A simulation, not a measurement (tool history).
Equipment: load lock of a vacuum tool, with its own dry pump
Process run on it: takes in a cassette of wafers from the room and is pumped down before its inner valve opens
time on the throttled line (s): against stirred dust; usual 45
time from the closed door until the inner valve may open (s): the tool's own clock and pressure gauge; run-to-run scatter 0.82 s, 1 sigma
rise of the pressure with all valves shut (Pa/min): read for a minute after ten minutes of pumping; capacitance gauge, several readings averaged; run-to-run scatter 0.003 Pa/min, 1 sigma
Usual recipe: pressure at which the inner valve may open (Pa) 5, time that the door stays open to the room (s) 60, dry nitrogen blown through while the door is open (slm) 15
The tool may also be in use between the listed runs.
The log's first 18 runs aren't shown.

run,day,time on the throttled line (s),pressure at which the inner valve may open (Pa),time that the door stays open to the room (s),dry nitrogen blown through while the door is open (slm),"incoming humidity of the room's air, %",time from the closed door until the inner valve may open (s),rise of the pressure with all valves shut (Pa/min)
19,262.883,45,8,60,13,41.3,123.8,0.018
20,285.408,33,9,33,30,45.9,113.0,0.009
21,296.792,49,5,60,6,42.8,132.7,0.026
22,312.700,45,5,60,15,44.1,129.8,0.023
23,328.754,45,5,60,5,43.3,128.3,0.020
24,342.292,45,5,200,6,43.8,128.8,0.054
25,355.762,45,5,200,6,40.6,129.3,0.045
# day 369.371: dry pump taken out, an overhauled one fitted
26,377.100,45,5,200,6,42.3,127.9,0.046
27,393.783,52,8,190,34,45.3,126.6,0.028
28,403.942,52,8,190,34,43.7,126.6,0.032
29,418.017,72,9,26,38,41.1,141.0,0.011
30,431.662,72,9,26,38,46.5,140.0,0.010

Consider 3 possible next runs. They are alternatives, not a sequence: every one starts from the tool as it was left by run 30. What does each give?
A,443.192,45,5,211,24,45.6,?,?
B,443.192,65,6,60,19,46.9,?,?
C,443.192,71,4,60,15,44.4,?,?

run,time from the closed door until the inner valve may open (s),rise of the pressure with all valves shut (Pa/min)
A,128.1,0.036
B,140.6,0.013
C,148.9,0.026
Without the tool's hidden state the same runs would have given:
run,time from the closed door until the inner valve may open (s),rise of the pressure with all valves shut (Pa/min)
A,128.1,0.035
B,140.6,0.013
C,148.9,0.026
